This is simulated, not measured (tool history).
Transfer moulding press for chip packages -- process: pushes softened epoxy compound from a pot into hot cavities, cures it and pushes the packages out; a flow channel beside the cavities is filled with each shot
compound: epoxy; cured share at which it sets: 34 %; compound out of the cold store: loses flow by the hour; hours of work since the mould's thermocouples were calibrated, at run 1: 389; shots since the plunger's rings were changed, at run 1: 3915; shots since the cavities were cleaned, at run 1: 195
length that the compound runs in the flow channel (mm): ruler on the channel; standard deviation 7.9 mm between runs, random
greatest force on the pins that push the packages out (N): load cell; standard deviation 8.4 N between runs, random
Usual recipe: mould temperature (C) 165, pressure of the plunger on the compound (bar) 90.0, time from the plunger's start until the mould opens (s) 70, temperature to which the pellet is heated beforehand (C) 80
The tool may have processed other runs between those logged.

run	hour	mould temperature (C)	pressure of the plunger on the compound (bar)	time from the plunger's start until the mould opens (s)	temperature to which the pellet is heated beforehand (C)	hours of work since the mould's thermocouples were calibrated	shots since the plunger's rings were changed	shots since the cavities were cleaned	incoming compound's hours out of the cold store	length that the compound runs in the flow channel (mm)	greatest force on the pins that push the packages out (N)
1	0.0	165	90.0	70	80	389	3915	195	39.7	858	363
# hour 49.8: cavities cleaned with cleaning compound and waxed
2	74.2	165	90.0	70	80	426	4699	263	28.1	881	361
# hour 120.8: cavities cleaned with cleaning compound and waxed
3	136.6	165	90.0	70	80	456	5357	171	42.0	852	359
# hour 189.8: cavities cleaned with cleaning compound and waxed
4	196.9	163	90.0	70	80	486	5990	76	35.5	890	387
# hour 258.3: cavities cleaned with cleaning compound and waxed
# hour 272.4: plunger's sealing rings changed
5	288.4	163	90.0	70	80	530	173	298	33.9	867	388
# hour 328.7: cavities cleaned with cleaning compound and waxed
6	331.1	165	90.0	70	80	551	617	26	23.5	888	369
7	389.9	165	90.0	70	80	581	1252	661	20.1	926	362
# hour 400.5: cavities cleaned with cleaning compound and waxed
# hour 466.7: cavities cleaned with cleaning compound and waxed
8	491.0	165	90.0	70	80	630	2310	262	37.8	861	361
# hour 532.6: cavities cleaned with cleaning compound and waxed
9	539.1	165	90.0	70	80	654	2812	70	17.1	928	371
10	579.5	165	90.0	70	80	674	3248	506	22.8	918	370
# hour 603.6: cavities cleaned with cleaning compound and waxed
# hour 674.6: cavities cleaned with cleaning compound and waxed
11	674.6	165	90.0	70	80	721	4242	0	14.5	950	370
12	726.5	165	90.0	70	85	747	4802	560	37.0	871	378
# hour 745.8: cavities cleaned with cleaning compound and waxed
13	780.6	165	90.0	70	80	773	5369	375	43.6	853	357
# hour 813.2: cavities cleaned with cleaning compound and waxed
14	871.4	167	76.0	70	80	818	6333	628	9.1	873	362
# hour 880.5: cavities cleaned with cleaning compound and waxed
# hour 918.2: plunger's sealing rings changed
# hour 935.9: mould's thermocouples calibrated
# hour 951.9: cavities cleaned with cleaning compound and waxed
15	968.7	167	76.0	70	80	16	508	181	45.2	772	335
# hour 1018.2: cavities cleaned with cleaning compound and waxed
16	1038.6	167	76.0	70	80	50	1246	221	39.4	780	343
# hour 1084.4: cavities cleaned with cleaning compound and waxed
17	1084.4	168	77.3	100	73	73	1724	0	13.2	855	290
# hour 1152.8: cavities cleaned with cleaning compound and waxed
18	1158.6	165	97.8	70	82	109	2508	62	13.9	972	379
# hour 1220.8: cavities cleaned with cleaning compound and waxed
19	1250.6	164	97.8	97	82	155	3485	322	24.5	941	298
# hour 1287.4: cavities cleaned with cleaning compound and waxed
20	1306.1	165	90.0	70	85	182	4068	203	28.7	895	352
# hour 1354.8: cavities cleaned with cleaning compound and waxed
21	1389.7	171	90.0	53	85	224	4953	377	43.0	818	449
# hour 1422.3: cavities cleaned with cleaning compound and waxed
22	1451.4	163	90.0	69	83	254	5603	315	11.2	951	425
# hour 1490.8: cavities cleaned with cleaning compound and waxed
23	1510.0	163	90.0	69	83	283	6218	207	10.2	970	430
# hour 1557.4: cavities cleaned with cleaning compound and waxed
# hour 1569.2: plunger's sealing rings changed
24	1574.6	163	90.0	69	83	314	58	158	8.4	962	433
# hour 1626.2: cavities cleaned with cleaning compound and waxed
25	1659.1	166	79.9	60	89	355	954	355	27.3	836	447
# hour 1694.1: cavities cleaned with cleaning compound and waxed
26	1744.5	169	79.9	60	88	398	1859	544	36.8	831	374

Branching from run 26: 3 alternative next runs. What would each branch give?
# hour 1760.4: cavities cleaned with cleaning compound and waxed
# hour 1825.7: cavities cleaned with cleaning compound and waxed
A	1835.4	166	90.0	98	80	442	2807	105	13.9	?	?
# hour 1760.4: cavities cleaned with cleaning compound and waxed
# hour 1825.7: cavities cleaned with cleaning compound and waxed
B	1835.4	158	88.0	73	80	442	2807	105	23.6	?	?
# hour 1760.4: cavities cleaned with cleaning compound and waxed
# hour 1825.7: cavities cleaned with cleaning compound and waxed
C	1835.4	165	90.0	73	80	442	2807	105	26.8	?	?

run	length that the compound runs in the flow channel (mm)	greatest force on the pins that push the packages out (N)
A	922	291
B	921	494
C	904	341
Had the tool no hidden state, the same runs would have come out as:
run	length that the compound runs in the flow channel (mm)	greatest force on the pins that push the packages out (N)
A	923	290
B	921	493
C	905	340
